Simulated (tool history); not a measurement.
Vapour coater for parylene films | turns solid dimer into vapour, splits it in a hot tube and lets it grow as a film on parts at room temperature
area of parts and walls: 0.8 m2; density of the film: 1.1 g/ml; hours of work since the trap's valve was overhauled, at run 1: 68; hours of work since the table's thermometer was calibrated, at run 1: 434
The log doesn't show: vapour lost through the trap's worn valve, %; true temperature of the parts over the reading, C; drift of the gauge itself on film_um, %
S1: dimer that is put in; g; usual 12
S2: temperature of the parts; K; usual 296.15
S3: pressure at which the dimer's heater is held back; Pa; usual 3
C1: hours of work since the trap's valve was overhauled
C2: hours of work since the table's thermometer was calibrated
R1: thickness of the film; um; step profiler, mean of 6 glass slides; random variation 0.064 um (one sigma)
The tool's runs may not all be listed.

{"run": 1, "hour": 0.0, "S1": 12, "S2": 296.15, "S3": 3, "C1": 68, "C2": 434, "R1": 7.22}
{"run": 2, "hour": 25.4, "S1": 12, "S2": 296.15, "S3": 3, "C1": 85, "C2": 451, "R1": 7.23}
{"run": 3, "hour": 73.0, "S1": 12, "S2": 296.15, "S3": 3.58, "C1": 117, "C2": 483, "R1": 7.07}
{"run": 4, "hour": 118.6, "S1": 12, "S2": 296.15, "S3": 3.58, "C1": 148, "C2": 514, "R1": 6.96}
{"run": 5, "hour": 172.3, "S1": 12, "S2": 296.15, "S3": 3, "C1": 185, "C2": 551, "R1": 7.02}
{"run": 6, "hour": 204.8, "S1": 12, "S2": 296.15, "S3": 3, "C1": 207, "C2": 573, "R1": 6.95}
{"run": 7, "hour": 259.1, "S1": 12, "S2": 296.15, "S3": 3, "C1": 244, "C2": 610, "R1": 6.79}
{"run": 8, "hour": 291.5, "S1": 12, "S2": 299.15, "S3": 3, "C1": 266, "C2": 632, "R1": 6.22}
{"run": 9, "hour": 316.9, "S1": 12, "S2": 296.15, "S3": 3, "C1": 283, "C2": 649, "R1": 6.78}
{"run": 10, "hour": 347.4, "S1": 12, "S2": 291.15, "S3": 3, "C1": 303, "C2": 670, "R1": 7.65}
{"run": 11, "hour": 387.6, "S1": 12, "S2": 296.15, "S3": 3.38, "C1": 331, "C2": 697, "R1": 6.5}
{"run": 12, "hour": 444.3, "S1": 12, "S2": 296.15, "S3": 2.9, "C1": 369, "C2": 735, "R1": 6.61}
{"run": 13, "hour": 486.9, "S1": 12, "S2": 296.15, "S3": 2.9, "C1": 398, "C2": 764, "R1": 6.48}
{"run": 14, "hour": 518.1, "S1": 12, "S2": 296.15, "S3": 2.9, "C1": 419, "C2": 785, "R1": 6.38}
{"run": 15, "hour": 571.1, "S1": 11, "S2": 292.15, "S3": 11.1, "C1": 455, "C2": 821, "R1": 5.83}
{"hour": 608.5, "done": "trap's valve overhauled"}
{"run": 16, "hour": 613.8, "S1": 11, "S2": 292.15, "S3": 11.1, "C1": 4, "C2": 848, "R1": 6.92}
{"run": 17, "hour": 639.8, "S1": 5, "S2": 300.15, "S3": 8.82, "C1": 21, "C2": 865, "R1": 2.53}
{"run": 18, "hour": 683.4, "S1": 12, "S2": 293.15, "S3": 2.43, "C1": 51, "C2": 895, "R1": 8.16}
{"run": 19, "hour": 730.1, "S1": 12, "S2": 293.15, "S3": 2.43, "C1": 83, "C2": 927, "R1": 7.89}
{"run": 20, "hour": 770.9, "S1": 12, "S2": 293.15, "S3": 2.43, "C1": 110, "C2": 954, "R1": 7.88}
{"run": 21, "hour": 815.6, "S1": 6, "S2": 290.15, "S3": 5.03, "C1": 141, "C2": 985, "R1": 3.95}

Forecast each of these 4 alternatives for the next run:
{"run": "A", "hour": 863.0, "S1": 14, "S2": 296.15, "S3": 5.64, "C1": 173, "C2": 1017, "R1": "?"}
{"run": "B", "hour": 863.0, "S1": 15, "S2": 303.15, "S3": 6.17, "C1": 173, "C2": 1017, "R1": "?"}
{"run": "C", "hour": 863.0, "S1": 10, "S2": 289.15, "S3": 2.15, "C1": 173, "C2": 1017, "R1": "?"}
{"run": "D", "hour": 863.0, "S1": 8, "S2": 290.15, "S3": 5.03, "C1": 173, "C2": 1017, "R1": "?"}

run=A R1=7.86
run=B R1=7.01
run=C R1=7.22
run=D R1=5.25
Without the tool's hidden state the same runs would have given:
run=A R1=8.42
run=B R1=7.51
run=C R1=7.73
run=D R1=5.62
